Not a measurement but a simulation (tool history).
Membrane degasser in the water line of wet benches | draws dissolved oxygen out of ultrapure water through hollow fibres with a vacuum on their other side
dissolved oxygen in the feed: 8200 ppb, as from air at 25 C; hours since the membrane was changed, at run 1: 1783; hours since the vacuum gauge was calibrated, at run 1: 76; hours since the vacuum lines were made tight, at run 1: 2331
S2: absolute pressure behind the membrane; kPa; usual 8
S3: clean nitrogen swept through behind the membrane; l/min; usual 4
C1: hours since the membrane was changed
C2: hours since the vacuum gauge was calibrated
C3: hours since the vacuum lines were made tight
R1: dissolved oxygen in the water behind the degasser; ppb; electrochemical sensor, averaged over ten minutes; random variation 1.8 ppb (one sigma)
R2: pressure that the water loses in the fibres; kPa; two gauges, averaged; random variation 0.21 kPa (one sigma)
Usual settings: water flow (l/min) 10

{"run": 1, "hour": 0.0, "water flow (l/min)": 10, "S2": 8, "S3": 4, "C1": 1783, "C2": 76, "C3": 2331, "R1": 174.4, "R2": 51.08}
{"run": 2, "hour": 81.1, "water flow (l/min)": 10, "S2": 8, "S3": 2.82, "C1": 1864, "C2": 157, "C3": 2412, "R1": 180.6, "R2": 51.18}
{"run": 3, "hour": 133.5, "water flow (l/min)": 10, "S2": 8, "S3": 4, "C1": 1916, "C2": 209, "C3": 2464, "R1": 175.1, "R2": 51.36}
{"run": 4, "hour": 188.9, "water flow (l/min)": 10, "S2": 8, "S3": 4, "C1": 1972, "C2": 265, "C3": 2519, "R1": 174.1, "R2": 51.28}
{"run": 5, "hour": 250.5, "water flow (l/min)": 8, "S2": 8, "S3": 4, "C1": 2033, "C2": 326, "C3": 2581, "R1": 97.3, "R2": 40.77}
{"run": 6, "hour": 323.4, "water flow (l/min)": 8, "S2": 8, "S3": 4, "C1": 2106, "C2": 399, "C3": 2654, "R1": 97.3, "R2": 41.01}
{"run": 7, "hour": 404.7, "water flow (l/min)": 8, "S2": 8, "S3": 4, "C1": 2188, "C2": 481, "C3": 2735, "R1": 96.5, "R2": 40.9}
{"run": 8, "hour": 455.0, "water flow (l/min)": 8, "S2": 8, "S3": 4, "C1": 2238, "C2": 531, "C3": 2786, "R1": 96.7, "R2": 41.37}
{"run": 9, "hour": 514.9, "water flow (l/min)": 8, "S2": 8, "S3": 4, "C1": 2298, "C2": 591, "C3": 2845, "R1": 95.6, "R2": 40.78}
{"run": 10, "hour": 553.0, "water flow (l/min)": 10, "S2": 8, "S3": 4, "C1": 2336, "C2": 629, "C3": 2884, "R1": 172.8, "R2": 51.29}
{"run": 11, "hour": 625.6, "water flow (l/min)": 10, "S2": 8, "S3": 4, "C1": 2408, "C2": 701, "C3": 2956, "R1": 173.2, "R2": 51.61}
{"run": 12, "hour": 678.6, "water flow (l/min)": 10, "S2": 8, "S3": 4, "C1": 2461, "C2": 754, "C3": 3009, "R1": 172.3, "R2": 51.25}
{"run": 13, "hour": 754.3, "water flow (l/min)": 10, "S2": 8, "S3": 4, "C1": 2537, "C2": 830, "C3": 3085, "R1": 176.7, "R2": 51.76}
{"run": 14, "hour": 809.0, "water flow (l/min)": 10, "S2": 8, "S3": 4, "C1": 2592, "C2": 885, "C3": 3140, "R1": 173, "R2": 51.78}
{"run": 15, "hour": 878.7, "water flow (l/min)": 10, "S2": 8, "S3": 4, "C1": 2662, "C2": 955, "C3": 3209, "R1": 176.6, "R2": 51.42}
{"run": 16, "hour": 960.5, "water flow (l/min)": 10, "S2": 8, "S3": 4, "C1": 2743, "C2": 1036, "C3": 3291, "R1": 175.2, "R2": 51.56}
{"run": 17, "hour": 1018.9, "water flow (l/min)": 15, "S2": 8, "S3": 3.66, "C1": 2802, "C2": 1095, "C3": 3349, "R1": 442.4, "R2": 77.53}
{"run": 18, "hour": 1070.7, "water flow (l/min)": 15, "S2": 8, "S3": 3.66, "C1": 2854, "C2": 1147, "C3": 3401, "R1": 441.9, "R2": 77.31}
{"run": 19, "hour": 1114.1, "water flow (l/min)": 6, "S2": 5.95, "S3": 3.06, "C1": 2897, "C2": 1190, "C3": 3445, "R1": 38.2, "R2": 30.95}
{"run": 20, "hour": 1157.3, "water flow (l/min)": 8, "S2": 6.83, "S3": 4.05, "C1": 2940, "C2": 1233, "C3": 3488, "R1": 91.4, "R2": 41.34}

Run 21 comes next. What will it give?
{"run": 21, "hour": 1218.0, "water flow (l/min)": 14, "S2": 6.83, "S3": 4.05, "C1": 3001, "C2": 1294, "C3": 3549, "R1": "?", "R2": "?"}

Run 21 gave R1 373.4 ppb, R2 72.58 kPa.
Without the tool's hidden state the same run would have given R1 372.7 ppb, R2 71.48 kPa.
